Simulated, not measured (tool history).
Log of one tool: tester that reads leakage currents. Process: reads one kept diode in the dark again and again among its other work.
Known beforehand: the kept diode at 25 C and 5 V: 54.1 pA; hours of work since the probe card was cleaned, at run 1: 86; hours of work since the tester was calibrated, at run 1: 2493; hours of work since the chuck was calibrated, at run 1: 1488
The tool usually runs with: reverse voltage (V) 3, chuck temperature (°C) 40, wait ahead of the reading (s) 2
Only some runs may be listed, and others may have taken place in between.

run	hour	reverse voltage (V)	chuck temperature (°C)	wait ahead of the reading (s)	hours of work since the probe card was cleaned	hours of work since the tester was calibrated	hours of work since the chuck was calibrated	current that the tester gives (pA)
1	0	3	40	2	86	2493	1488	172.7
2	122.3	1.37	40	2	147	2554	1549	118.1
3	215.9	2.32	40	2	194	2601	1596	153.49
# hour 227.9: chuck's temperature calibrated
4	311.2	2.32	40	1.85	241	2648	42	139.43
5	385.6	3	49	2	278	2685	79	331.65
6	502.5	3	49	2	337	2743	138	332.97
7	616.1	5.58	40	2	394	2800	195	218.14
8	676.6	12.34	40	2	424	2831	225	327.44
9	781.6	3	40	1.52	477	2883	278	161.71
10	911.9	3	40	2	542	2949	343	162.03
11	1031.4	3	40	2	602	3009	403	163.44
12	1120.2	3	40	2	647	3053	447	164.14
13	1241.5	3	40	2	707	3114	508	165.13
14	1354.8	3	39	2	764	3171	565	151.91
15	1449	3	39	2	811	3218	612	152.48
16	1579.6	3	39	2	877	3284	678	152.46
17	1653.8	3	31	2	914	3321	715	78.4
18	1753.7	3	39	4.19	964	3371	765	154.04
19	1830	7.08	57	4.19	1002	3409	803	981.09
20	1971.3	4.86	40	2	1073	3480	874	215.64
21	2043.1	17.32	46	2	1109	3516	910	663.63

Some steps in current that the tester gives (pA) between neighbouring runs. How much of each would the tool show without its hidden state too (settings, what came in, random variation), and how much is left for the hidden state, with any gauge scatter that isn't in both results?
What the log doesn't record here: stray current of the dirty probe card, pA a volt; current scale over the true one, %; true chuck temperature over the reading, C; drift of the gauge itself on leakage_pa, %.
Run 18 -> 19: reverse voltage (V) 3 -> 7.08, chuck temperature (°C) 39 -> 57. current that the tester gives (pA) +827.05: hidden state +32.22, all else +794.83.
Run 19 -> 20: reverse voltage (V) 7.08 -> 4.86, chuck temperature (°C) 57 -> 40, wait ahead of the reading (s) 4.19 -> 2. current that the tester gives (pA) -765.45: hidden state -26.63, all else -738.82.
Run 20 -> 21: reverse voltage (V) 4.86 -> 17.32, chuck temperature (°C) 40 -> 46. current that the tester gives (pA) +447.99: hidden state +31.51, all else +416.48.

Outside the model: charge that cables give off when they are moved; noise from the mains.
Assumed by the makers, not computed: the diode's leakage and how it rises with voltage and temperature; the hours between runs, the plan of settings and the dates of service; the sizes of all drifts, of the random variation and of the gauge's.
